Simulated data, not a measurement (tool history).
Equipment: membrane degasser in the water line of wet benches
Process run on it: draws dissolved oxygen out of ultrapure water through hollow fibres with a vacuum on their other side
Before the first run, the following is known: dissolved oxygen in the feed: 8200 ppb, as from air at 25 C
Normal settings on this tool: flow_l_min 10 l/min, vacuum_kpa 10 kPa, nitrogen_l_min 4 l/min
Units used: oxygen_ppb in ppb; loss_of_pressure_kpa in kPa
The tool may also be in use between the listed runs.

run    hour  flow_l_min  vacuum_kpa  nitrogen_l_min  oxygen_ppb  loss_of_pressure_kpa
  1       0          10          10               4        57.1                 29.96
  2    97.9          10          10               4        58.3                 30.36
  3   199.2          10          10            7.95          36                 30.58
  4     292          10          10            7.95        35.3                 29.93
  5     348          10          10            7.95        35.7                 30.33
      377.6  -- vacuum gauge calibrated
  6   416.2          10          10               4        56.4                 30.57
  7   494.2          10          10               4          57                 30.12
  8   553.1          10          10               4        57.1                 30.34
  9   648.4          10          10               4        55.3                 30.22
 10   741.3          10          10            2.51        81.7                 30.46
 11   799.5          10          10               4        57.8                  30.5
 12   852.2          10          10               4        56.6                 30.31
 13   895.2          10          10               4          57                 30.29
 14   974.6          10          10               4        57.2                 30.67
 15  1037.5          13         6.9            2.87        75.9                 39.04
 16  1105.4           8          10            6.35        29.2                 24.17
 17    1163           8          10            6.35        27.3                 24.32
 18  1209.4          15        18.3            9.52       112.9                 45.73
 19  1287.3          15        17.7            9.52         109                 45.35
 20  1347.6          14           9            1.88       147.7                 42.85
 21  1432.4          10        11.6               4        68.2                 30.53
 22  1511.7          15        22.5            2.34       345.8                 45.74
 23  1567.5          13          10             7.2        63.9                 39.38
 24    1615           9        23.8            6.84        81.7                 27.33
     1632.6  -- seals of the vacuum lines changed
 25  1694.8           9        15.4               4        75.7                 27.53
 26  1756.9           9        15.4            2.87       102.7                  27.6
 27  1813.6           9        15.4            2.87       102.3                 27.41
 28    1877           9        15.4            5.56        57.3                 27.37

Results per run with the tool's hidden condition removed, run-to-run variation unchanged:
Hidden state at play: membrane still open, %; true pressure behind the membrane over the reading, kPa; air that leaks in behind the membrane, l/min; drift of the gauge itself on oxygen_ppb, %; drift of the gauge itself on loss_of_pressure_kpa, %.
run  oxygen_ppb  loss_of_pressure_kpa
  1        52.7                 29.87
  2        53.6                 30.26
  3        33.5                 30.46
  4        32.6                 29.81
  5          33                 30.19
  6        53.3                 30.42
  7        53.8                 29.97
  8        53.9                 30.17
  9        52.1                 30.05
 10        76.9                 30.27
 11        54.3                  30.3
 12        53.1                 30.11
 13        53.4                 30.08
 14        53.5                 30.45
 15        71.8                 38.74
 16        26.8                 23.98
 17          25                 24.12
 18       107.8                 45.34
 19         104                 44.95
 20       140.1                 42.46
 21        63.4                 30.24
 22       330.8                 45.28
 23        60.1                 38.98
 24        75.5                 27.05
 25        74.6                 27.24
 26       101.2                  27.3
 27       100.8                 27.11
 28        56.1                 27.06
